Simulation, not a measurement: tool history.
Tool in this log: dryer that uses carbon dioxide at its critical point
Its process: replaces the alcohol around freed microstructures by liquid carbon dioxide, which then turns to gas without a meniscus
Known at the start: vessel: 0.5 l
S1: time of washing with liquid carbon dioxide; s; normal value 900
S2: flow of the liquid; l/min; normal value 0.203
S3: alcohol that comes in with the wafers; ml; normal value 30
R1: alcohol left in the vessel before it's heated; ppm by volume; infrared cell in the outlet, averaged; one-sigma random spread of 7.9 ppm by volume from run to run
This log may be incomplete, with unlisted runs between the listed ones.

| run | hour | S1 | S2 | S3 | R1 |
|---|---|---|---|---|---|
| 1 | 0.0 | 900 | 0.203 | 30 | 986 |
|  | 10.8 | inlet filter changed |
| 2 | 12.8 | 900 | 0.203 | 30 | 424 |
| 3 | 28.3 | 900 | 0.203 | 30 | 445 |
| 4 | 40.6 | 900 | 0.203 | 30 | 441 |
| 5 | 54.3 | 900 | 0.203 | 30 | 449 |
| 6 | 71.1 | 900 | 0.203 | 30 | 436 |
| 7 | 85.9 | 900 | 0.203 | 30 | 456 |
| 8 | 100.6 | 780 | 0.203 | 30 | 878 |
| 9 | 110.5 | 900 | 0.203 | 30 | 465 |
| 10 | 126.0 | 900 | 0.203 | 30 | 481 |
| 11 | 137.1 | 900 | 0.203 | 30 | 486 |
| 12 | 147.9 | 900 | 0.203 | 30 | 474 |
| 13 | 158.4 | 900 | 0.203 | 30 | 504 |
| 14 | 172.9 | 900 | 0.177 | 30 | 907 |
| 15 | 186.5 | 900 | 0.146 | 30 | 1952 |
| 16 | 201.9 | 900 | 0.146 | 30 | 2022 |
| 17 | 210.5 | 900 | 0.203 | 30 | 498 |
| 18 | 228.2 | 900 | 0.203 | 55 | 921 |
| 19 | 244.4 | 900 | 0.203 | 21 | 378 |
| 20 | 261.0 | 900 | 0.203 | 21 | 383 |
| 21 | 276.0 | 900 | 0.203 | 21 | 386 |
| 22 | 291.5 | 900 | 0.203 | 21 | 397 |
| 23 | 304.4 | 900 | 0.203 | 30 | 548 |
| 24 | 316.6 | 780 | 0.235 | 79 | 1355 |
| 25 | 325.7 | 1380 | 0.136 | 67 | 1131 |
| 26 | 336.9 | 900 | 0.253 | 87 | 476 |
| 27 | 352.4 | 900 | 0.253 | 87 | 492 |
| 28 | 369.9 | 900 | 0.253 | 87 | 509 |
| 29 | 382.5 | 900 | 0.255 | 91 | 496 |
| 30 | 390.7 | 540 | 0.302 | 85 | 2410 |
| 31 | 402.9 | 720 | 0.176 | 30 | 2388 |
| 32 | 413.6 | 600 | 0.203 | 30 | 2622 |
| 33 | 428.7 | 900 | 0.213 | 30 | 500 |
| 34 | 436.9 | 840 | 0.163 | 29 | 1891 |
| 35 | 448.4 | 1380 | 0.148 | 29 | 398 |
| 36 | 465.3 | 1380 | 0.148 | 66 | 836 |
| 37 | 474.5 | 1380 | 0.148 | 66 | 849 |
| 38 | 490.1 | 1380 | 0.148 | 66 | 850 |
| 39 | 501.7 | 600 | 0.172 | 21 | 3213 |
| 40 | 512.9 | 600 | 0.144 | 21 | 4892 |
| 41 | 524.7 | 900 | 0.275 | 47 | 220 |

For run 42, what comes out?
| 42 | 538.7 | 960 | 0.248 | 66 | ? |

For run 42 the tool returned R1 377 ppm by volume.
Had the tool carried no hidden state, the very same run would have given R1 194 ppm by volume.
